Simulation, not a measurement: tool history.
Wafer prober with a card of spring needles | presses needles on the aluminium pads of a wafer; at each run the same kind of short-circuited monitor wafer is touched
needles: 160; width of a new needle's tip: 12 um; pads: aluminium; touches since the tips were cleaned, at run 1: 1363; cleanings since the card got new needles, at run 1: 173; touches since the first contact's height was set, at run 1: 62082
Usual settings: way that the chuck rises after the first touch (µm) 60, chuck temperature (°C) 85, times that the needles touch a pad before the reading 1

run	day	way that the chuck rises after the first touch (µm)	chuck temperature (°C)	times that the needles touch a pad before the reading	touches since the tips were cleaned	cleanings since the card got new needles	touches since the first contact's height was set	resistance of one needle with its contact and lead (mohm)	way that a needle slides on the pad (µm)
1	0.000	60	85	1	1363	173	62082	282	12.56
# day 0.296: tips cleaned on abrasive film
# day 0.692: tips cleaned on abrasive film
# day 1.183: tips cleaned on abrasive film
# day 1.675: tips cleaned on abrasive film
2	2.054	60	85	1	4619	177	86928	330	12.49
# day 2.154: tips cleaned on abrasive film
# day 2.646: tips cleaned on abrasive film
# day 3.138: tips cleaned on abrasive film
3	3.483	60	85	1	4205	180	104228	324	12.46
# day 3.583: tips cleaned on abrasive film
# day 4.075: tips cleaned on abrasive film
# day 4.383: height of the first contact set anew
# day 4.483: tips cleaned on abrasive film
# day 4.975: tips cleaned on abrasive film
4	5.117	60	85	1	1717	184	8860	292	12.27
# day 5.412: tips cleaned on abrasive film
# day 5.904: tips cleaned on abrasive film
5	6.208	60	85	1	3708	186	22091	321	12.24
# day 6.312: tips cleaned on abrasive film
# day 6.704: tips cleaned on abrasive film
# day 7.196: tips cleaned on abrasive film
6	7.225	60	85	1	349	189	34345	249	12.14
# day 7.621: tips cleaned on abrasive film
# day 8.112: tips cleaned on abrasive film
# day 8.604: tips cleaned on abrasive film
7	8.725	56	54	1	1491	192	52503	298	11.31
# day 9.021: tips cleaned on abrasive film
# day 9.512: tips cleaned on abrasive film
# day 9.908: tips cleaned on abrasive film
# day 10.408: card fitted with new needles
# day 10.900: tips cleaned on abrasive film
# day 11.296: tips cleaned on abrasive film
8	11.617	54	76	3	3952	2	14667	248	11.48
# day 11.721: tips cleaned on abrasive film
# day 12.112: tips cleaned on abrasive film
# day 12.604: tips cleaned on abrasive film
# day 13.100: tips cleaned on abrasive film
9	13.233	54	76	3	1627	6	34150	237	11.36
# day 13.529: tips cleaned on abrasive film
# day 14.021: tips cleaned on abrasive film
# day 14.512: tips cleaned on abrasive film
10	14.725	77	40	1	2603	9	52232	249	16.14
# day 14.933: height of the first contact set anew, once more
# day 14.938: tips cleaned on abrasive film
# day 15.333: tips cleaned on abrasive film
# day 15.825: tips cleaned on abrasive film
11	15.958	60	31	1	1654	12	12370	252	12.77

4 ways to go on from here, each from the tool as it stands after run 11. What would each give?
# day 16.258: tips cleaned on abrasive film
# day 16.750: tips cleaned on abrasive film
# day 17.142: tips cleaned on abrasive film
# day 17.633: tips cleaned on abrasive film
A	17.638	79	45	2	9	16	32619	?	?
# day 16.258: tips cleaned on abrasive film
# day 16.750: tips cleaned on abrasive film
# day 17.142: tips cleaned on abrasive film
# day 17.633: tips cleaned on abrasive film
B	17.638	69	31	1	9	16	32619	?	?
# day 16.258: tips cleaned on abrasive film
# day 16.750: tips cleaned on abrasive film
# day 17.142: tips cleaned on abrasive film
# day 17.633: tips cleaned on abrasive film
C	17.638	60	102	1	9	16	32619	?	?
# day 16.258: tips cleaned on abrasive film
# day 16.750: tips cleaned on abrasive film
# day 17.142: tips cleaned on abrasive film
# day 17.633: tips cleaned on abrasive film
D	17.638	71	85	1	9	16	32619	?	?

run	resistance of one needle with its contact and lead (mohm)	way that a needle slides on the pad (µm)
A	216	16.66
B	219	14.50
C	235	12.64
D	225	14.96
Without the tool's hidden state the same runs would have given:
run	resistance of one needle with its contact and lead (mohm)	way that a needle slides on the pad (µm)
A	213	16.79
B	213	14.63
C	229	12.76
D	220	15.08
